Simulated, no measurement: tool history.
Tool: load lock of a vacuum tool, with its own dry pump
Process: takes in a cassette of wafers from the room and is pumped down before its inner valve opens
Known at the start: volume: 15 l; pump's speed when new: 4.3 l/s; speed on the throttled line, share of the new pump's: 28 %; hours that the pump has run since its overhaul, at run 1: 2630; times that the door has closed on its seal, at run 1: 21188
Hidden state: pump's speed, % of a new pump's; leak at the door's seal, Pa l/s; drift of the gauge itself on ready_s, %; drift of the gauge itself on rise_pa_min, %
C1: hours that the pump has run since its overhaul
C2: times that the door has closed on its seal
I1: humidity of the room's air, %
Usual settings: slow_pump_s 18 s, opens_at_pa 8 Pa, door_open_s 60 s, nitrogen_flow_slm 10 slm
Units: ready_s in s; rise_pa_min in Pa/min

Run 1, hour 0: usual settings; C1 2630; C2 21188; I1 43.2. Result: ready_s 46 s, rise_pa_min 0.285 Pa/min.
Run 2, hour 164.8: usual settings; C1 2795; C2 21875; I1 46. Result: ready_s 46.1 s, rise_pa_min 0.31 Pa/min.
Run 3, hour 311.7: usual settings but door_open_s 36 s; C1 2942; C2 22488; I1 46.4. Result: ready_s 47 s, rise_pa_min 0.302 Pa/min.
Run 4, hour 449.8: usual settings but door_open_s 36 s; C1 3080; C2 23064; I1 47.5. Result: ready_s 46.1 s, rise_pa_min 0.326 Pa/min.
At hour 555.3: door's seal changed, seat wiped.
Run 5, hour 580.8: usual settings but door_open_s 36 s; C1 3209; C2 107; I1 45.4. Result: ready_s 47.1 s, rise_pa_min 0.03 Pa/min.
Run 6, hour 650.2: usual settings but nitrogen_flow_slm 11 slm; C1 3279; C2 396; I1 44.7. Result: ready_s 46.7 s, rise_pa_min 0.035 Pa/min.
Run 7, hour 815.3: usual settings but nitrogen_flow_slm 11 slm; C1 3444; C2 1084; I1 42.6. Result: ready_s 46.6 s, rise_pa_min 0.034 Pa/min.
Run 8, hour 919.8: usual settings but nitrogen_flow_slm 11 slm; C1 3548; C2 1520; I1 41.6. Result: ready_s 46.5 s, rise_pa_min 0.042 Pa/min.
Run 9, hour 1050.6: usual settings but nitrogen_flow_slm 11 slm; C1 3679; C2 2065; I1 47.6. Result: ready_s 46.5 s, rise_pa_min 0.052 Pa/min.
Run 10, hour 1144.3: usual settings but slow_pump_s 29 s; C1 3773; C2 2456; I1 41.1. Result: ready_s 54.4 s, rise_pa_min 0.042 Pa/min.
Run 11, hour 1214: usual settings but door_open_s 205 s; C1 3843; C2 2747; I1 41.7. Result: ready_s 46.9 s, rise_pa_min 0.096 Pa/min.
Run 12, hour 1354.8: usual settings but door_open_s 205 s; C1 3983; C2 3334; I1 45.6. Result: ready_s 46.4 s, rise_pa_min 0.102 Pa/min.
Run 13, hour 1507.2: usual settings but door_open_s 205 s; C1 4136; C2 3969; I1 44.2. Result: ready_s 46.8 s, rise_pa_min 0.105 Pa/min.
Run 14, hour 1617.2: usual settings but door_open_s 205 s; C1 4246; C2 4428; I1 46.3. Result: ready_s 47.2 s, rise_pa_min 0.112 Pa/min.
Run 15, hour 1752.5: usual settings; C1 4381; C2 4992; I1 49.4. Result: ready_s 46.5 s, rise_pa_min 0.072 Pa/min.
Run 16, hour 1902.4: usual settings but slow_pump_s 12 s; C1 4531; C2 5617; I1 47.8. Result: ready_s 42.3 s, rise_pa_min 0.076 Pa/min.
Run 17, hour 2008.9: usual settings but slow_pump_s 12 s; C1 4638; C2 6061; I1 45.5. Result: ready_s 42.5 s, rise_pa_min 0.085 Pa/min.
Run 18, hour 2130.9: usual settings but slow_pump_s 12 s; C1 4760; C2 6569; I1 45.5. Result: ready_s 42.9 s, rise_pa_min 0.088 Pa/min.
Run 19, hour 2257.7: usual settings but slow_pump_s 12 s; C1 4886; C2 7098; I1 42.3. Result: ready_s 42.5 s, rise_pa_min 0.092 Pa/min.
Run 20, hour 2414.8: usual settings but slow_pump_s 12 s; C1 5043; C2 7753; I1 43.8. Result: ready_s 42.8 s, rise_pa_min 0.099 Pa/min.
Run 21, hour 2553.3: usual settings but slow_pump_s 12 s; C1 5182; C2 8330; I1 43.5. Result: ready_s 43.2 s, rise_pa_min 0.096 Pa/min.
Run 22, hour 2627: usual settings but slow_pump_s 12 s, opens_at_pa 9 Pa; C1 5256; C2 8638; I1 40.2. Result: ready_s 42.5 s, rise_pa_min 0.107 Pa/min.
Run 23, hour 2699.1: usual settings but door_open_s 34 s, nitrogen_flow_slm 26 slm; C1 5328; C2 8938; I1 42.4. Result: ready_s 47.3 s, rise_pa_min 0.093 Pa/min.
Run 24, hour 2815.4: usual settings but slow_pump_s 20 s, opens_at_pa 11 Pa; C1 5444; C2 9423; I1 43.9. Result: ready_s 47.4 s, rise_pa_min 0.117 Pa/min.
Run 25, hour 2982.7: usual settings but slow_pump_s 36 s, door_open_s 227 s, nitrogen_flow_slm 5 slm; C1 5611; C2 10121; I1 43.8. Result: ready_s 60.3 s, rise_pa_min 0.193 Pa/min.
Run 26, hour 3119: usual settings but slow_pump_s 23 s, door_open_s 69 s, nitrogen_flow_slm 27 slm; C1 5748; C2 10689; I1 43.3. Result: ready_s 50.6 s, rise_pa_min 0.121 Pa/min.
Run 27, hour 3232.1: usual settings but slow_pump_s 20 s, opens_at_pa 6 Pa, door_open_s 119 s, nitrogen_flow_slm 11 slm; C1 5861; C2 11160; I1 43.6. Result: ready_s 49.3 s, rise_pa_min 0.147 Pa/min.
Run 28, hour 3366.6: usual settings but slow_pump_s 15 s, opens_at_pa 6 Pa, door_open_s 119 s, nitrogen_flow_slm 11 slm; C1 5995; C2 11721; I1 46.5. Result: ready_s 46.3 s, rise_pa_min 0.163 Pa/min.
Run 29, hour 3439.6: usual settings but door_open_s 51 s; C1 6068; C2 12026; I1 46.4. Result: ready_s 46.8 s, rise_pa_min 0.145 Pa/min.
Run 30, hour 3552: usual settings but slow_pump_s 17 s, door_open_s 51 s, nitrogen_flow_slm 26 slm; C1 6181; C2 12494; I1 47.9. Result: ready_s 46.5 s, rise_pa_min 0.144 Pa/min.
Run 31, hour 3708: usual settings but slow_pump_s 17 s, door_open_s 51 s, nitrogen_flow_slm 26 slm; C1 6337; C2 13144; I1 45.1. Result: ready_s 46 s, rise_pa_min 0.15 Pa/min.
Run 32, hour 3825.3: usual settings but door_open_s 55 s; C1 6454; C2 13634; I1 46.3. Result: ready_s 47.3 s, rise_pa_min 0.174 Pa/min.
Run 33, hour 3911.9: usual settings but slow_pump_s 11 s, door_open_s 192 s, nitrogen_flow_slm 5 slm; C1 6541; C2 13995; I1 46.4. Result: ready_s 42.4 s, rise_pa_min 0.239 Pa/min.
Run 34, hour 4053.7: usual settings but slow_pump_s 11 s, door_open_s 192 s, nitrogen_flow_slm 5 slm; C1 6682; C2 14586; I1 45. Result: ready_s 41.7 s, rise_pa_min 0.243 Pa/min.
Run 35, hour 4188.4: usual settings but slow_pump_s 15 s, opens_at_pa 11 Pa, door_open_s 41 s, nitrogen_flow_slm 22 slm; C1 6817; C2 15147; I1 46.8. Result: ready_s 44.4 s, rise_pa_min 0.194 Pa/min.
Run 36, hour 4299.4: usual settings but opens_at_pa 13 Pa, nitrogen_flow_slm 35 slm; C1 6928; C2 15610; I1 48.4. Result: ready_s 45.7 s, rise_pa_min 0.197 Pa/min.
Run 37, hour 4456.9: usual settings but opens_at_pa 16 Pa, door_open_s 175 s, nitrogen_flow_slm 7 slm; C1 7086; C2 16267; I1 46.3. Result: ready_s 43.9 s, rise_pa_min 0.268 Pa/min.

Forecast each of these 4 alternatives for the next run:
Run A, hour 4554.6: usual settings but slow_pump_s 25 s, opens_at_pa 16 Pa, door_open_s 82 s, nitrogen_flow_slm 5 slm; C1 7183; C2 16674; I1 46.8. Result: ready_s ?, rise_pa_min ?.
Run B, hour 4554.6: usual settings but slow_pump_s 13 s, opens_at_pa 7 Pa, door_open_s 92 s; C1 7183; C2 16674; I1 45.2. Result: ready_s ?, rise_pa_min ?.
Run C, hour 4554.6: usual settings but nitrogen_flow_slm 11 slm; C1 7183; C2 16674; I1 43.3. Result: ready_s ?, rise_pa_min ?.
Run D, hour 4554.6: usual settings but slow_pump_s 21 s, opens_at_pa 7 Pa, door_open_s 42 s; C1 7183; C2 16674; I1 46.1. Result: ready_s ?, rise_pa_min ?.

run  ready_s  rise_pa_min
  A     48.9         0.25
  B     43.8        0.235
  C     47.4        0.224
  D     49.9        0.218
Without the tool's hidden state the same runs would have given:
run  ready_s  rise_pa_min
  A     48.1         0.06
  B     42.8        0.045
  C     46.4        0.036
  D     48.9         0.03

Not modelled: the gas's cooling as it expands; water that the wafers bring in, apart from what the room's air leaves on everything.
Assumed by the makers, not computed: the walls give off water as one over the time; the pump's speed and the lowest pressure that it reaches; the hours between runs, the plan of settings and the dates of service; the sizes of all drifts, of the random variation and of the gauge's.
